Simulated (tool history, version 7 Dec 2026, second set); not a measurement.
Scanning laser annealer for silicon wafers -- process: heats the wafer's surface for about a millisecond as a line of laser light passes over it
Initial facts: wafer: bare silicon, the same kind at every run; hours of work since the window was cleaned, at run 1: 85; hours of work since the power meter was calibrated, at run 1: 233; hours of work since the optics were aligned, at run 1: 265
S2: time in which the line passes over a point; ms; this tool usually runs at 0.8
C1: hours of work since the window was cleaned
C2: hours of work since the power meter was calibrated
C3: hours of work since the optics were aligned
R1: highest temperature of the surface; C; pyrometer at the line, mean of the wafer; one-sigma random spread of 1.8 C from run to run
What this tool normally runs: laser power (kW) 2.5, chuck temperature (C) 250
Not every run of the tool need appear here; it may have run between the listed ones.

Run 1, day 0: usual settings; C1 85; C2 233; C3 265. Result: R1 1000 C.
Run 2, day 0.333: usual settings; C1 89; C2 237; C3 269. Result: R1 1004 C.
Run 3, day 0.708: usual settings; C1 93; C2 241; C3 273. Result: R1 1001 C.
Run 4, day 1.338: usual settings; C1 101; C2 248; C3 281. Result: R1 1001 C.
Run 5, day 1.65: usual settings; C1 104; C2 252; C3 284. Result: R1 1003 C.
Run 6, day 2.012: usual settings; C1 108; C2 256; C3 288. Result: R1 999 C.
Run 7, day 2.583: usual settings; C1 115; C2 263; C3 295. Result: R1 1000 C.
Run 8, day 2.917: usual settings; C1 118; C2 266; C3 298. Result: R1 1001 C.
Run 9, day 3.608: usual settings; C1 126; C2 274; C3 306. Result: R1 998 C.
Run 10, day 3.904: usual settings; C1 130; C2 278; C3 310. Result: R1 1002 C.
Run 11, day 4.571: usual settings; C1 137; C2 285; C3 317. Result: R1 1000 C.
Run 12, day 5.05: usual settings; C1 143; C2 291; C3 323. Result: R1 996 C.
Run 13, day 5.758: usual settings; C1 151; C2 299; C3 331. Result: R1 999 C.
Run 14, day 6.267: usual settings but laser power (kW) 2.63; C1 157; C2 304; C3 337. Result: R1 1038 C.
Run 15, day 6.571: usual settings but laser power (kW) 2.63; C1 160; C2 308; C3 340. Result: R1 1040 C.
Run 16, day 6.871: usual settings but laser power (kW) 2.63; C1 163; C2 311; C3 343. Result: R1 1037 C.
Run 17, day 7.242: usual settings; C1 168; C2 316; C3 348. Result: R1 998 C.
Run 18, day 7.642: usual settings but chuck temperature (C) 256; C1 172; C2 320; C3 352. Result: R1 1003 C.
Run 19, day 8.329: usual settings; C1 180; C2 328; C3 360. Result: R1 995 C.
Run 20, day 8.946: usual settings; C1 187; C2 335; C3 367. Result: R1 996 C.
Run 21, day 9.625: usual settings but laser power (kW) 2.615, S2 0.85 ms, chuck temperature (C) 232; C1 195; C2 343; C3 375. Result: R1 1037 C.
Run 22, day 10.033: usual settings but laser power (kW) 2.284, S2 0.927 ms, chuck temperature (C) 255; C1 199; C2 347; C3 379. Result: R1 980 C.
Run 23, day 10.496: usual settings but laser power (kW) 2.273, S2 0.811 ms, chuck temperature (C) 217; C1 205; C2 352; C3 385. Result: R1 898 C.
Run 24, day 11.129: usual settings but laser power (kW) 2.521, S2 0.965 ms, chuck temperature (C) 224; C1 212; C2 360; C3 392. Result: R1 1039 C.
Run 25, day 11.458: usual settings but laser power (kW) 2.139, S2 0.693 ms, chuck temperature (C) 244; C1 216; C2 363; C3 396. Result: R1 837 C.
At day 11.608: window over the wafer cleaned.
Run 26, day 12.133: usual settings but laser power (kW) 2.657, S2 0.693 ms, chuck temperature (C) 244; C1 6; C2 370; C3 402. Result: R1 985 C.
Run 27, day 12.475: usual settings but laser power (kW) 2.657, S2 0.693 ms, chuck temperature (C) 244; C1 10; C2 374; C3 406. Result: R1 986 C.
Run 28, day 12.962: usual settings but S2 0.822 ms, chuck temperature (C) 268; C1 15; C2 380; C3 412. Result: R1 1021 C.
Run 29, day 13.454: usual settings but laser power (kW) 2.448, S2 0.625 ms; C1 21; C2 385; C3 417. Result: R1 902 C.
Run 30, day 14.067: usual settings but laser power (kW) 2.622, S2 0.688 ms, chuck temperature (C) 243; C1 28; C2 392; C3 424. Result: R1 973 C.
Run 31, day 14.758: usual settings but laser power (kW) 2.518, S2 0.662 ms, chuck temperature (C) 243; C1 36; C2 400; C3 432. Result: R1 929 C.
Run 32, day 15.204: usual settings but laser power (kW) 2.183, S2 0.918 ms; C1 41; C2 405; C3 437. Result: R1 936 C.
At day 15.525: window over the wafer cleaned, once more.
Run 33, day 15.8: usual settings but laser power (kW) 2.564, S2 0.882 ms, chuck temperature (C) 219; C1 3; C2 411; C3 443. Result: R1 1024 C.
Run 34, day 16.25: usual settings but laser power (kW) 2.184, S2 0.731 ms, chuck temperature (C) 243; C1 8; C2 416; C3 448. Result: R1 873 C.
Run 35, day 16.892: usual settings but laser power (kW) 2.184, S2 0.731 ms, chuck temperature (C) 243; C1 16; C2 423; C3 455. Result: R1 865 C.
Run 36, day 17.212: usual settings but laser power (kW) 2.595, S2 0.875 ms, chuck temperature (C) 232; C1 19; C2 427; C3 459. Result: R1 1047 C.
Run 37, day 17.808: usual settings but laser power (kW) 2.595, S2 0.875 ms, chuck temperature (C) 232; C1 26; C2 434; C3 466. Result: R1 1044 C.
Run 38, day 18.429: usual settings but laser power (kW) 2.394, S2 0.845 ms, chuck temperature (C) 251; C1 33; C2 441; C3 473. Result: R1 985 C.
Run 39, day 18.967: usual settings but laser power (kW) 2.394, S2 0.845 ms, chuck temperature (C) 251; C1 39; C2 447; C3 479. Result: R1 984 C.
Run 40, day 19.492: usual settings but laser power (kW) 2.394, S2 0.845 ms, chuck temperature (C) 251; C1 45; C2 453; C3 485. Result: R1 984 C.

Below are 5 alternative next runs, each starting from the tool's condition after run 40. Predict each:
Run A, day 20.029: usual settings but laser power (kW) 2.148; C1 51; C2 459; C3 491. Result: R1 ?.
Run B, day 20.029: usual settings but laser power (kW) 2.155, S2 0.903 ms, chuck temperature (C) 239; C1 51; C2 459; C3 491. Result: R1 ?.
Run C, day 20.029: usual settings but laser power (kW) 2.491; C1 51; C2 459; C3 491. Result: R1 ?.
Run D, day 20.029: usual settings but laser power (kW) 2.454, S2 0.732 ms, chuck temperature (C) 252; C1 51; C2 459; C3 491. Result: R1 ?.
Run E, day 20.029: usual settings but laser power (kW) 2.555, S2 0.845 ms, chuck temperature (C) 251; C1 51; C2 459; C3 491. Result: R1 ?.

run    R1
  A   890
  B   913
  C   995
  D   958
  E  1034
Stripped of hidden state, with their random variation kept, the same runs would have yielded:
run    R1
  A   902
  B   926
  C  1009
  D   972
  E  1049

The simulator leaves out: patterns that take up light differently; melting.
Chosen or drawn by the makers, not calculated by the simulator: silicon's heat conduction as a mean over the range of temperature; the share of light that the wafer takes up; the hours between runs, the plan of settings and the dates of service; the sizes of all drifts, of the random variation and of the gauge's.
